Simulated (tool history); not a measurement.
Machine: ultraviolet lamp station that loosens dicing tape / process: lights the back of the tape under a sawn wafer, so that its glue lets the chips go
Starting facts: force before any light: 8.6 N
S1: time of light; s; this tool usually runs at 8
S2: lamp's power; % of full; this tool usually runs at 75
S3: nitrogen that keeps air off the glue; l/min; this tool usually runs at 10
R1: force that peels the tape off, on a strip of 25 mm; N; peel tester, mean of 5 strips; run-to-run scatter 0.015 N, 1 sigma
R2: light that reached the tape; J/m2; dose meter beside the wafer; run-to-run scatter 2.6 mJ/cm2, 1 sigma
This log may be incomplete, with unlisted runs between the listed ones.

Run 1, hour 0: usual settings. Result: R1 0.937 N, R2 2860 J/m2.
Run 2, hour 38.1: usual settings. Result: R1 0.937 N, R2 2780 J/m2.
Run 3, hour 61.1: usual settings. Result: R1 0.967 N, R2 2740 J/m2.
Run 4, hour 92.8: usual settings but S3 8 l/min. Result: R1 1.075 N, R2 2640 J/m2.
Run 5, hour 127.5: usual settings but S3 8 l/min. Result: R1 1.137 N, R2 2650 J/m2.
At hour 149.2: window cleaned of glue's vapour.
Run 6, hour 154.7: usual settings but S3 8 l/min. Result: R1 0.997 N, R2 2800 J/m2.
Run 7, hour 192.7: usual settings but S1 13 s. Result: R1 0.339 N, R2 4400 J/m2.
Run 8, hour 219.3: usual settings but S1 13 s. Result: R1 0.365 N, R2 4330 J/m2.
Run 9, hour 249.3: usual settings. Result: R1 1.041 N, R2 2580 J/m2.
Run 10, hour 273: usual settings. Result: R1 1.132 N, R2 2540 J/m2.
Run 11, hour 307.9: usual settings but S1 5 s. Result: R1 2.385 N, R2 1550 J/m2.
Run 12, hour 339.9: usual settings but S1 5 s. Result: R1 2.391 N, R2 1540 J/m2.
Run 13, hour 380.4: usual settings but S2 83 % of full. Result: R1 1.035 N, R2 2640 J/m2.
Run 14, hour 425.9: usual settings. Result: R1 1.36 N, R2 2300 J/m2.
Run 15, hour 462.9: usual settings. Result: R1 1.401 N, R2 2220 J/m2.
Run 16, hour 483.9: usual settings. Result: R1 1.501 N, R2 2230 J/m2.
Run 17, hour 506: usual settings. Result: R1 1.497 N, R2 2170 J/m2.
Run 18, hour 535.1: usual settings but S1 10 s, S2 66 % of full, S3 9 l/min. Result: R1 1.33 N, R2 2280 J/m2.
Run 19, hour 581.1: usual settings but S1 10 s, S2 74 % of full, S3 9 l/min. Result: R1 1.201 N, R2 2550 J/m2.
Run 20, hour 614.5: usual settings but S1 14 s, S2 82 % of full, S3 8 l/min. Result: R1 0.517 N, R2 3770 J/m2.
Run 21, hour 655.7: usual settings but S1 14 s, S2 82 % of full, S3 8 l/min. Result: R1 0.585 N, R2 3750 J/m2.
At hour 668.9: lamp changed.
Run 22, hour 692.3: usual settings but S1 14 s, S2 82 % of full, S3 8 l/min. Result: R1 0.245 N, R2 5540 J/m2.
Run 23, hour 725.3: usual settings but S1 14 s, S2 82 % of full, S3 8 l/min. Result: R1 0.243 N, R2 5430 J/m2.
Run 24, hour 772.3: usual settings but S1 14 s, S2 82 % of full, S3 8 l/min. Result: R1 0.27 N, R2 5290 J/m2.
Run 25, hour 802.1: usual settings but S1 6 s. Result: R1 1.563 N, R2 2060 J/m2.
At hour 805.7: window cleaned of glue's vapour.
Run 26, hour 833.8: usual settings but S1 12 s, S2 90 % of full, S3 19 l/min. Result: R1 0.21 N, R2 5110 J/m2.
Run 27, hour 872.5: usual settings but S1 4 s, S2 68 % of full, S3 12 l/min. Result: R1 2.941 N, R2 1240 J/m2.
Run 28, hour 902.7: usual settings but S1 15 s, S3 7 l/min. Result: R1 0.297 N, R2 5130 J/m2.
Run 29, hour 942.7: usual settings but S1 5 s. Result: R1 2.108 N, R2 1660 J/m2.
Run 30, hour 976.8: usual settings but S1 11 s, S2 67 % of full. Result: R1 0.721 N, R2 3170 J/m2.
Run 31, hour 999.5: usual settings but S1 4 s, S2 71 % of full. Result: R1 3.182 N, R2 1190 J/m2.
Run 32, hour 1034.9: usual settings but S1 6 s. Result: R1 1.88 N, R2 1880 J/m2.
Run 33, hour 1076.7: usual settings but S1 12 s, S2 84 % of full, S3 12 l/min. Result: R1 0.377 N, R2 4100 J/m2.
Run 34, hour 1097.7: usual settings but S1 11 s. Result: R1 0.66 N, R2 3260 J/m2.

Run by run, hidden condition taken away, random variation retained:
The hidden state here: lamp's light, % of a new lamp's; light that the window lets through, % of a clean one's; drift of the gauge itself on peel_n, %; drift of the gauge itself on dose_mj_cm2, %.
run     R1    R2
  1  0.745  3190
  2  0.712  3170
  3  0.712  3170
  4  0.771  3120
  5   0.78  3190
  6  0.761  3200
  7  0.243  5150
  8  0.252  5160
  9  0.694  3150
 10  0.736  3150
 11  1.721  1960
 12   1.68  1980
 13   0.57  3500
 14  0.724  3160
 15  0.714  3150
 16  0.745  3200
 17  0.716  3170
 18  0.595  3440
 19  0.479  3930
 20  0.196  6040
 21  0.213  6170
 22   0.21  6080
 23    0.2  6070
 24  0.213  6080
 25  1.195  2410
 26  0.182  5700
 27  2.528  1430
 28   0.22  6000
 29   1.63  1990
 30  0.458  3880
 31  2.509  1490
 32   1.27  2400
 33  0.217  5370
 34  0.344  4360
